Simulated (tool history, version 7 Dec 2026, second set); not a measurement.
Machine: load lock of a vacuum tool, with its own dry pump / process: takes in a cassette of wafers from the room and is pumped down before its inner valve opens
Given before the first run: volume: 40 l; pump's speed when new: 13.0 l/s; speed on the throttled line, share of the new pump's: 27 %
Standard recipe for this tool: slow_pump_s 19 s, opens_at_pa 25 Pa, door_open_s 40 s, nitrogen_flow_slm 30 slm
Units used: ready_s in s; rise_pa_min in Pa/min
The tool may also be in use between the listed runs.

run,day,slow_pump_s,opens_at_pa,door_open_s,nitrogen_flow_slm,"incoming humidity of the room's air, %",ready_s,rise_pa_min
1,0,19,25,40,30,41,39.8,0.032
2,5.142,19,25,40,17,45.5,39.9,0.041
3,12.217,19,25,40,17,43.8,39.9,0.044
4,18.254,21,25,40,30,42.6,40.6,0.036
5,25.142,21,25,40,30,47.7,41.3,0.039
6,30.517,21,27,40,30,44.8,41.1,0.034
7,37.642,21,27,40,30,43.8,41.3,0.04
8,42.3,21,27,40,30,44.6,40.9,0.033
9,46.192,11,25,40,30,42.1,33.9,0.032
10,50.604,19,25,40,30,48.7,39.7,0.044
11,54.312,19,25,40,30,41.7,39.8,0.032
12,57.883,12,25,92,30,46.5,35.1,0.04
13,61.588,17,20,35,11,43.9,39,0.045
14,65.238,31,25,40,35,45.1,48.2,0.036
15,71.021,19,32,47,30,43.1,39.1,0.033
16,77.267,12,49,156,30,44.8,32.1,0.054
17,82.629,12,49,156,30,44.3,32,0.054
18,89.392,22,28,144,30,44.7,41.7,0.053
19,95.325,22,28,144,30,40.2,41.1,0.049
20,102.1,33,36,101,9,45.4,48.8,0.074
21,105.138,19,25,192,13,46,39.7,0.081
22,108.512,19,28,192,13,47.1,39.4,0.09

Forecast each of these 3 alternatives for the next run:
A,112.388,26,28,69,13,46.7,?,?
B,112.388,12,25,40,30,42.4,?,?
C,112.388,19,21,30,28,42.7,?,?

run,ready_s,rise_pa_min
A,44.5,0.06
B,34.5,0.033
C,40.2,0.035
Stripped of hidden state, with their random variation kept, the same runs would have yielded:
run,ready_s,rise_pa_min
A,44.5,0.06
B,34.4,0.033
C,40.1,0.034
